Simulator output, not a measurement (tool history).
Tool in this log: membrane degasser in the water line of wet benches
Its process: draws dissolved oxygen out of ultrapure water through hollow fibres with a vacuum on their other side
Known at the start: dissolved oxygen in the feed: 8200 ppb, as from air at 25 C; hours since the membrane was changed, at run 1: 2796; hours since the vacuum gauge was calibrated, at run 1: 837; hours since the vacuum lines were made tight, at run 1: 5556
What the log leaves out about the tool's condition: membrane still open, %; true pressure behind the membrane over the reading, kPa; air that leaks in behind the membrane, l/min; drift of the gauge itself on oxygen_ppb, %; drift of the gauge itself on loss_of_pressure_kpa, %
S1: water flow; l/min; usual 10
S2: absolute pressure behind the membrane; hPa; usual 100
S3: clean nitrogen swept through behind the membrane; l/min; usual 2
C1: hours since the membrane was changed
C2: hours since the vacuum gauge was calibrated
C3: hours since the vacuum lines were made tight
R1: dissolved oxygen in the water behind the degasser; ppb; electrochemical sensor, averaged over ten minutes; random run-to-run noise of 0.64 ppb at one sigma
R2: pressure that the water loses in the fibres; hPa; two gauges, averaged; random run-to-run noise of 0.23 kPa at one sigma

run 1 day=0 | S1=10 S2=100 S3=2 | C1=2796 C2=837 C3=5556 | R1=95.3 R2=575.4
run 2 day=3.929 | S1=10 S2=100 S3=2 | C1=2890 C2=931 C3=5651 | R1=94.6 R2=578.3
run 3 day=6.896 | S1=10 S2=100 S3=2 | C1=2961 C2=1002 C3=5722 | R1=95.6 R2=579.9
run 4 day=9.492 | S1=10 S2=100 S3=2 | C1=3023 C2=1065 C3=5784 | R1=95.4 R2=578.4
run 5 day=12.188 | S1=10 S2=100 S3=2 | C1=3088 C2=1129 C3=5849 | R1=95.2 R2=583.7
run 6 day=14.083 | S1=10 S2=76 S3=2.14 | C1=3134 C2=1175 C3=5894 | R1=61.5 R2=583.6
run 7 day=16.838 | S1=10 S2=76 S3=2.14 | C1=3200 C2=1241 C3=5960 | R1=62.9 R2=578.6
run 8 day=19.379 | S1=10 S2=76 S3=2.14 | C1=3261 C2=1302 C3=6021 | R1=62 R2=581.9
run 9 day=21.758 | S1=6 S2=147 S3=2.14 | C1=3318 C2=1359 C3=6078 | R1=85.4 R2=350.6
run 10 day=25.779 | S1=10 S2=65 S3=2 | C1=3414 C2=1455 C3=6175 | R1=52.4 R2=586.4

A few steps of R1 between consecutive runs. Split each: what settings, incoming material and random variation would produce without the hidden state, and what is left over for the hidden state, along with gauge scatter present in only one of the two compared results (measured, and without hidden state):
Run 5 -> 6: S2 100 -> 76, S3 2 -> 2.14. R1 -33.7 ppb: hidden state -1, all else -32.7.
Run 9 -> 10: S1 6 -> 10, S2 147 -> 65, S3 2.14 -> 2. R1 -33 ppb: hidden state -2.3, all else -30.7.

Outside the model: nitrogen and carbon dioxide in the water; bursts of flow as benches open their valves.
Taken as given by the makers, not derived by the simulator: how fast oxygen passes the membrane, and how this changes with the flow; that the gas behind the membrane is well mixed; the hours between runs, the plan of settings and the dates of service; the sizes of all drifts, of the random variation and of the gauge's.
